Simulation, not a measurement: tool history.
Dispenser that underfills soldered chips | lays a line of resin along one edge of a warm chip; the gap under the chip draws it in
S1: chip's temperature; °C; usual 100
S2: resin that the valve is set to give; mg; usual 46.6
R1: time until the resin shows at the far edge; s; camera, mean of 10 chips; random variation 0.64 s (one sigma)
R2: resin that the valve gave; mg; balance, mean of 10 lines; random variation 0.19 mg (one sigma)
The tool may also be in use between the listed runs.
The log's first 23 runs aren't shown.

{"hour": 241.3, "done": "new syringe of resin"}
{"run": 24, "hour": 243.8, "S1": 104, "S2": 60.1, "R1": 48.3, "R2": 58.29}
{"hour": 252.6, "done": "new syringe of resin"}
{"run": 25, "hour": 257.2, "S1": 91, "S2": 53.7, "R1": 91.7, "R2": 51.55}
{"hour": 263.2, "done": "new syringe of resin"}
{"run": 26, "hour": 273.0, "S1": 91, "S2": 53.7, "R1": 106.3, "R2": 51.27}
{"hour": 274.8, "done": "new syringe of resin"}
{"hour": 283.6, "done": "dispensing valve cleaned and set on the balance"}
{"run": 27, "hour": 284.9, "S1": 91, "S2": 53.7, "R1": 103.1, "R2": 53.64}
{"hour": 286.4, "done": "new syringe of resin"}
{"run": 28, "hour": 292.5, "S1": 100, "S2": 60.5, "R1": 65.4, "R2": 60.19}
{"hour": 297.7, "done": "new syringe of resin"}
{"run": 29, "hour": 305.1, "S1": 100, "S2": 60.5, "R1": 67.7, "R2": 60.66}
{"hour": 309.0, "done": "new syringe of resin"}
{"hour": 319.6, "done": "new syringe of resin"}
{"run": 30, "hour": 319.9, "S1": 104, "S2": 49.6, "R1": 45.4, "R2": 49.11}
{"hour": 330.2, "done": "new syringe of resin"}
{"run": 31, "hour": 335.5, "S1": 104, "S2": 49.6, "R1": 55.6, "R2": 49.02}

Forecast run 32:
{"hour": 341.1, "done": "new syringe of resin"}
{"run": 32, "hour": 349.3, "S1": 104, "S2": 49.6, "R1": "?", "R2": "?"}

Run 32 gave R1 60.6 s, R2 48.93 mg.
Without the tool's hidden state the same run would have given R1 46.8 s, R2 50.06 mg.

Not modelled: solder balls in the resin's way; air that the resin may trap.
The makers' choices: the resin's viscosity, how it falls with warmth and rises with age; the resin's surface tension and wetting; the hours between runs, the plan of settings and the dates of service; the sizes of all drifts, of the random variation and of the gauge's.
